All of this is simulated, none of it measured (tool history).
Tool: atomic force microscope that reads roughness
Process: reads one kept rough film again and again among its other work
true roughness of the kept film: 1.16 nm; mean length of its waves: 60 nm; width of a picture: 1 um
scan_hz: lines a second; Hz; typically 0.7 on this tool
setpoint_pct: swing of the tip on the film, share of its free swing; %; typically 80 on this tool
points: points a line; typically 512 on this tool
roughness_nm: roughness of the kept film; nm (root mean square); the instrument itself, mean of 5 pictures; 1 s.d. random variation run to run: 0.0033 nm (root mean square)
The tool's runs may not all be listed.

run 1 hour=0 | scan_hz=0.7 setpoint_pct=80 points=512 | roughness_nm=1.109
run 2 hour=17.7 | scan_hz=0.7 setpoint_pct=80 points=512 | roughness_nm=1.105
run 3 hour=44.3 | scan_hz=0.7 setpoint_pct=80 points=512 | roughness_nm=1.111
run 4 hour=69.4 | scan_hz=0.7 setpoint_pct=80 points=943 | roughness_nm=1.102
run 5 hour=92.7 | scan_hz=0.7 setpoint_pct=80 points=943 | roughness_nm=1.108
run 6 hour=112 | scan_hz=0.7 setpoint_pct=80 points=628 | roughness_nm=1.108
run 7 hour=138.4 | scan_hz=0.7 setpoint_pct=80 points=628 | roughness_nm=1.103
run 8 hour=151.3 | scan_hz=0.7 setpoint_pct=80 points=628 | roughness_nm=1.11
run 9 hour=164.7 | scan_hz=0.7 setpoint_pct=80 points=628 | roughness_nm=1.106
run 10 hour=184.3 | scan_hz=0.7 setpoint_pct=80 points=512 | roughness_nm=1.111
run 11 hour=198.2 | scan_hz=0.7 setpoint_pct=80 points=512 | roughness_nm=1.112
run 12 hour=216.3 | scan_hz=0.7 setpoint_pct=80 points=512 | roughness_nm=1.107
-- hour=218.6 new tip fitted
run 13 hour=242.3 | scan_hz=0.7 setpoint_pct=80 points=512 | roughness_nm=1.111
run 14 hour=261.7 | scan_hz=0.7 setpoint_pct=80 points=512 | roughness_nm=1.105
run 15 hour=283.9 | scan_hz=0.7 setpoint_pct=80 points=417 | roughness_nm=1.109
run 16 hour=298.9 | scan_hz=0.7 setpoint_pct=80 points=417 | roughness_nm=1.103
run 17 hour=320.8 | scan_hz=0.7 setpoint_pct=80 points=417 | roughness_nm=1.102
run 18 hour=335.5 | scan_hz=0.7 setpoint_pct=80 points=417 | roughness_nm=1.113
run 19 hour=355.3 | scan_hz=0.7 setpoint_pct=80 points=512 | roughness_nm=1.111
run 20 hour=381.4 | scan_hz=3.543 setpoint_pct=66 points=524 | roughness_nm=1.059
run 21 hour=394.3 | scan_hz=0.667 setpoint_pct=62 points=307 | roughness_nm=1.135
run 22 hour=413.2 | scan_hz=0.667 setpoint_pct=62 points=497 | roughness_nm=1.127
run 23 hour=440.7 | scan_hz=0.667 setpoint_pct=62 points=497 | roughness_nm=1.134
run 24 hour=469.6 | scan_hz=0.667 setpoint_pct=62 points=497 | roughness_nm=1.128
run 25 hour=496 | scan_hz=0.7 setpoint_pct=80 points=357 | roughness_nm=1.098
run 26 hour=520.5 | scan_hz=1.448 setpoint_pct=80 points=943 | roughness_nm=1.07
run 27 hour=548.3 | scan_hz=1.448 setpoint_pct=80 points=943 | roughness_nm=1.064
-- hour=553.6 new tip fitted
run 28 hour=571 | scan_hz=1.448 setpoint_pct=80 points=943 | roughness_nm=1.061
run 29 hour=594.1 | scan_hz=1.184 setpoint_pct=89 points=358 | roughness_nm=1.043
run 30 hour=605.8 | scan_hz=1.135 setpoint_pct=80 points=612 | roughness_nm=1.082
run 31 hour=621 | scan_hz=1.135 setpoint_pct=80 points=612 | roughness_nm=1.079
run 32 hour=649.1 | scan_hz=1.135 setpoint_pct=80 points=612 | roughness_nm=1.086
run 33 hour=669.8 | scan_hz=1.135 setpoint_pct=80 points=612 | roughness_nm=1.08
run 34 hour=683.2 | scan_hz=1.135 setpoint_pct=80 points=612 | roughness_nm=1.083
run 35 hour=710.8 | scan_hz=0.504 setpoint_pct=80 points=541 | roughness_nm=1.11
run 36 hour=738.7 | scan_hz=0.902 setpoint_pct=82 points=390 | roughness_nm=1.087
run 37 hour=767.2 | scan_hz=0.902 setpoint_pct=82 points=390 | roughness_nm=1.091
run 38 hour=787 | scan_hz=0.7 setpoint_pct=80 points=426 | roughness_nm=1.104

Consider 5 possible next runs. They are alternatives, not a sequence: every one starts from the tool as it was left by run 38. What does each give?
run A hour=808.8 | scan_hz=0.7 setpoint_pct=78 points=410 | roughness_nm=?
run B hour=808.8 | scan_hz=1.719 setpoint_pct=80 points=717 | roughness_nm=?
run C hour=808.8 | scan_hz=0.631 setpoint_pct=80 points=512 | roughness_nm=?
run D hour=808.8 | scan_hz=1.296 setpoint_pct=80 points=426 | roughness_nm=?
run E hour=808.8 | scan_hz=0.7 setpoint_pct=58 points=468 | roughness_nm=?

run=A roughness_nm=1.107
run=B roughness_nm=1.053
run=C roughness_nm=1.112
run=D roughness_nm=1.072
run=E roughness_nm=1.142
With the hidden condition removed and each run's random variation left untouched, the same runs would have given:
run=A roughness_nm=1.11
run=B roughness_nm=1.055
run=C roughness_nm=1.114
run=D roughness_nm=1.074
run=E roughness_nm=1.145
